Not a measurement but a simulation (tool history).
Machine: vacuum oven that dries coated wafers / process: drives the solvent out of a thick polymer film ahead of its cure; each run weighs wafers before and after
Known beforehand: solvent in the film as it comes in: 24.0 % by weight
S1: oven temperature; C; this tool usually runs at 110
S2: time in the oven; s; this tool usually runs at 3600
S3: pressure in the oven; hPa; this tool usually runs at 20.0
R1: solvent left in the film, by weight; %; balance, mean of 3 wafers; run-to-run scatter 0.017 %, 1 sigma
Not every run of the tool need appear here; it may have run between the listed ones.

{"run": 1, "hour": 0.0, "S1": 110, "S2": 3600, "S3": 20.0, "R1": 1.69}
{"run": 2, "hour": 5.3, "S1": 110, "S2": 2220, "S3": 20.0, "R1": 3.28}
{"run": 3, "hour": 17.9, "S1": 103, "S2": 3600, "S3": 20.0, "R1": 3.52}
{"run": 4, "hour": 23.2, "S1": 103, "S2": 3600, "S3": 20.0, "R1": 3.51}
{"run": 5, "hour": 32.2, "S1": 110, "S2": 3600, "S3": 68.2, "R1": 4.17}
{"run": 6, "hour": 43.4, "S1": 110, "S2": 3600, "S3": 68.2, "R1": 4.12}
{"run": 7, "hour": 54.8, "S1": 110, "S2": 3600, "S3": 68.2, "R1": 4.16}
{"run": 8, "hour": 67.1, "S1": 110, "S2": 3600, "S3": 20.0, "R1": 1.65}
{"run": 9, "hour": 73.4, "S1": 110, "S2": 3600, "S3": 20.0, "R1": 1.64}
{"run": 10, "hour": 85.6, "S1": 110, "S2": 3600, "S3": 20.0, "R1": 1.63}
{"run": 11, "hour": 95.7, "S1": 110, "S2": 3600, "S3": 20.0, "R1": 1.63}
{"run": 12, "hour": 107.8, "S1": 110, "S2": 3600, "S3": 20.0, "R1": 1.65}
{"run": 13, "hour": 116.9, "S1": 110, "S2": 3600, "S3": 20.0, "R1": 1.65}
{"run": 14, "hour": 124.4, "S1": 110, "S2": 3600, "S3": 20.0, "R1": 1.64}
{"run": 15, "hour": 134.2, "S1": 110, "S2": 3600, "S3": 20.0, "R1": 1.71}
{"run": 16, "hour": 147.1, "S1": 114, "S2": 3600, "S3": 20.0, "R1": 1.1}
{"run": 17, "hour": 159.3, "S1": 100, "S2": 3600, "S3": 20.0, "R1": 4.72}
{"run": 18, "hour": 170.2, "S1": 100, "S2": 3660, "S3": 20.0, "R1": 4.62}
{"run": 19, "hour": 176.4, "S1": 110, "S2": 2580, "S3": 43.0, "R1": 3.71}
{"run": 20, "hour": 189.1, "S1": 101, "S2": 4860, "S3": 24.0, "R1": 3.18}
{"run": 21, "hour": 196.4, "S1": 110, "S2": 3600, "S3": 15.4, "R1": 1.41}
{"run": 22, "hour": 207.8, "S1": 110, "S2": 3600, "S3": 15.4, "R1": 1.43}
{"run": 23, "hour": 217.1, "S1": 100, "S2": 5880, "S3": 29.4, "R1": 3.22}
{"run": 24, "hour": 227.0, "S1": 100, "S2": 5880, "S3": 29.4, "R1": 3.26}
{"run": 25, "hour": 237.9, "S1": 100, "S2": 5880, "S3": 29.4, "R1": 3.18}
{"run": 26, "hour": 245.9, "S1": 100, "S2": 5880, "S3": 29.4, "R1": 3.25}
{"run": 27, "hour": 257.7, "S1": 100, "S2": 5880, "S3": 29.4, "R1": 3.23}
{"run": 28, "hour": 269.9, "S1": 100, "S2": 5880, "S3": 29.4, "R1": 3.22}
{"run": 29, "hour": 283.0, "S1": 104, "S2": 3720, "S3": 61.4, "R1": 5.44}
{"run": 30, "hour": 293.1, "S1": 104, "S2": 3960, "S3": 10.8, "R1": 2.17}
{"run": 31, "hour": 299.7, "S1": 106, "S2": 4320, "S3": 15.0, "R1": 1.7}
{"run": 32, "hour": 309.2, "S1": 106, "S2": 4320, "S3": 38.4, "R1": 3.04}
{"run": 33, "hour": 321.8, "S1": 120, "S2": 3600, "S3": 36.8, "R1": 1.48}

Here are 5 independent what-if runs from the current tool condition. What would each one return?
{"run": "A", "hour": 334.5, "S1": 124, "S2": 3600, "S3": 16.2, "R1": "?"}
{"run": "B", "hour": 334.5, "S1": 120, "S2": 2580, "S3": 48.0, "R1": "?"}
{"run": "C", "hour": 334.5, "S1": 104, "S2": 3600, "S3": 20.0, "R1": "?"}
{"run": "D", "hour": 334.5, "S1": 110, "S2": 3420, "S3": 20.0, "R1": "?"}
{"run": "E", "hour": 334.5, "S1": 120, "S2": 3360, "S3": 36.8, "R1": "?"}

run=A R1=0.55
run=B R1=1.95
run=C R1=3.06
run=D R1=1.73
run=E R1=1.45
The same runs, with their run-to-run variation unchanged, on a tool lacking any hidden condition would have given:
run=A R1=0.55
run=B R1=2.02
run=C R1=3.33
run=D R1=1.87
run=E R1=1.47

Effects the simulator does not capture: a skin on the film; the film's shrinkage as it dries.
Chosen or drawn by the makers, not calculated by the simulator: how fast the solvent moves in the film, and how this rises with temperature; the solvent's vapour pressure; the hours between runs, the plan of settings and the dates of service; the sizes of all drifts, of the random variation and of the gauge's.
